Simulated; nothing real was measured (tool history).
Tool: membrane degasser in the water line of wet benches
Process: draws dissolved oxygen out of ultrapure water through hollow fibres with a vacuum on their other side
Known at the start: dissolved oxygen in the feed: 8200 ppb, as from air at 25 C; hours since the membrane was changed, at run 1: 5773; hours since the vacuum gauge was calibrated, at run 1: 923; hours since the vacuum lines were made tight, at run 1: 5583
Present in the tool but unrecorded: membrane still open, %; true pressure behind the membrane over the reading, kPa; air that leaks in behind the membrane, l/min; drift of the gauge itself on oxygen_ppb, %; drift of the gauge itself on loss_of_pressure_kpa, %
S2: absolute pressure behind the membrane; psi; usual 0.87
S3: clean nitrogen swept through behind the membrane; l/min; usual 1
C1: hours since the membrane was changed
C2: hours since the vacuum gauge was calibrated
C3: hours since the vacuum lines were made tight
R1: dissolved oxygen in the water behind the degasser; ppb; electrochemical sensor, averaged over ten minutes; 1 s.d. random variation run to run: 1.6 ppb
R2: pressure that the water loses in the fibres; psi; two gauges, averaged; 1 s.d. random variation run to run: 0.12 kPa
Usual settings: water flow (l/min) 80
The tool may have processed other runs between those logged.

run 1 hour=0 | water_flow_(l/min)=80 S2=0.87 S3=1 | C1=5773 C2=923 C3=5583 | R1=360.9 R2=5.02
run 2 hour=78.6 | water_flow_(l/min)=80 S2=0.87 S3=1.47 | C1=5852 C2=1002 C3=5662 | R1=281.6 R2=5.021
run 3 hour=150.3 | water_flow_(l/min)=80 S2=0.87 S3=1.47 | C1=5923 C2=1074 C3=5733 | R1=280.2 R2=5.04
-- hour=176.7 seals of the vacuum lines changed
run 4 hour=251.7 | water_flow_(l/min)=80 S2=2.154 S3=1 | C1=6023 C2=1173 C3=75 | R1=1368 R2=5.018
run 5 hour=352.1 | water_flow_(l/min)=80 S2=2.154 S3=1 | C1=6123 C2=1273 C3=175 | R1=1371.6 R2=5.01
run 6 hour=459 | water_flow_(l/min)=80 S2=2.154 S3=1 | C1=6230 C2=1380 C3=282 | R1=1369.3 R2=5.05
run 7 hour=567.8 | water_flow_(l/min)=80 S2=2.154 S3=1 | C1=6339 C2=1489 C3=391 | R1=1366 R2=5.055
run 8 hour=669.6 | water_flow_(l/min)=80 S2=2.154 S3=1 | C1=6441 C2=1591 C3=493 | R1=1368.6 R2=5.018
run 9 hour=745.5 | water_flow_(l/min)=80 S2=0.638 S3=1 | C1=6517 C2=1667 C3=569 | R1=163.4 R2=5.023
run 10 hour=860.8 | water_flow_(l/min)=80 S2=0.638 S3=1 | C1=6632 C2=1782 C3=684 | R1=163.9 R2=5.053
run 11 hour=963 | water_flow_(l/min)=80 S2=0.87 S3=1 | C1=6734 C2=1884 C3=786 | R1=365.9 R2=5.011
run 12 hour=1051 | water_flow_(l/min)=80 S2=0.87 S3=1 | C1=6822 C2=1972 C3=874 | R1=371.4 R2=5.092
run 13 hour=1117.2 | water_flow_(l/min)=80 S2=0.87 S3=1 | C1=6888 C2=2039 C3=941 | R1=369.2 R2=5.044
run 14 hour=1186.8 | water_flow_(l/min)=80 S2=0.87 S3=1 | C1=6958 C2=2108 C3=1010 | R1=368.5 R2=5.098
run 15 hour=1306.9 | water_flow_(l/min)=80 S2=0.87 S3=1 | C1=7078 C2=2228 C3=1130 | R1=371.8 R2=5.044
run 16 hour=1433.7 | water_flow_(l/min)=80 S2=0.87 S3=0.48 | C1=7205 C2=2355 C3=1257 | R1=558.9 R2=5.071
run 17 hour=1529.3 | water_flow_(l/min)=80 S2=0.87 S3=0.91 | C1=7300 C2=2451 C3=1353 | R1=391.1 R2=5.06
run 18 hour=1617.7 | water_flow_(l/min)=80 S2=0.87 S3=0.91 | C1=7389 C2=2539 C3=1441 | R1=395.9 R2=5.024
run 19 hour=1720 | water_flow_(l/min)=60 S2=0.87 S3=0.91 | C1=7491 C2=2641 C3=1543 | R1=323.6 R2=3.79
run 20 hour=1855.2 | water_flow_(l/min)=78 S2=0.805 S3=2.99 | C1=7626 C2=2777 C3=1678 | R1=137.2 R2=4.928
run 21 hour=1954.1 | water_flow_(l/min)=61 S2=0.715 S3=1 | C1=7725 C2=2875 C3=1777 | R1=195.6 R2=3.88
run 22 hour=2021.7 | water_flow_(l/min)=108 S2=1.323 S3=0.78 | C1=7793 C2=2943 C3=1845 | R1=1037.2 R2=6.833
run 23 hour=2082.8 | water_flow_(l/min)=80 S2=0.857 S3=2.57 | C1=7854 C2=3004 C3=1906 | R1=183 R2=5.055
run 24 hour=2220.3 | water_flow_(l/min)=80 S2=1.102 S3=0.7 | C1=7991 C2=3142 C3=2044 | R1=705.8 R2=5.084
-- hour=2242 vacuum gauge calibrated
run 25 hour=2336.6 | water_flow_(l/min)=114 S2=1.269 S3=2.15 | C1=8107 C2=95 C3=2159 | R1=540 R2=7.232
run 26 hour=2460 | water_flow_(l/min)=61 S2=0.87 S3=2.96 | C1=8231 C2=218 C3=2283 | R1=129.9 R2=3.867
run 27 hour=2599.5 | water_flow_(l/min)=61 S2=0.87 S3=2.96 | C1=8370 C2=357 C3=2422 | R1=130.7 R2=3.878
run 28 hour=2742 | water_flow_(l/min)=116 S2=0.87 S3=0.45 | C1=8513 C2=500 C3=2565 | R1=685.9 R2=7.365
run 29 hour=2827.2 | water_flow_(l/min)=80 S2=0.902 S3=0.62 | C1=8598 C2=585 C3=2650 | R1=529.6 R2=5.082
run 30 hour=2944.2 | water_flow_(l/min)=80 S2=0.811 S3=0.69 | C1=8715 C2=702 C3=2767 | R1=401.3 R2=5.105
run 31 hour=3022.5 | water_flow_(l/min)=80 S2=0.811 S3=0.69 | C1=8793 C2=781 C3=2845 | R1=401.6 R2=5.091
run 32 hour=3095.7 | water_flow_(l/min)=80 S2=1.259 S3=1 | C1=8866 C2=854 C3=2918 | R1=698 R2=5.073

Hidden condition of the tool, last listed run before each entry between runs versus first listed run after:
Run 3 -> run 4: seals of the vacuum lines changed (hour 176.7)
  air that leaks in behind the membrane, l/min: 0.0109 -> 0.0024
  the result without the hidden state subtracted from the measured one, R1: -1.1 -> -0.9 ppb; R2: +0.141 -> +0.142 psi
Run 24 -> run 25: vacuum gauge calibrated (hour 2242)
  membrane still open, %: 96.3 -> 96.2; true pressure behind the membrane over the reading, kPa: 0.06 -> 0.02; air that leaks in behind the membrane, l/min: 0.0053 -> 0.0054
  the result without the hidden state subtracted from the measured one, R1: +8.7 -> +4 ppb; R2: +0.19 -> +0.274 psi
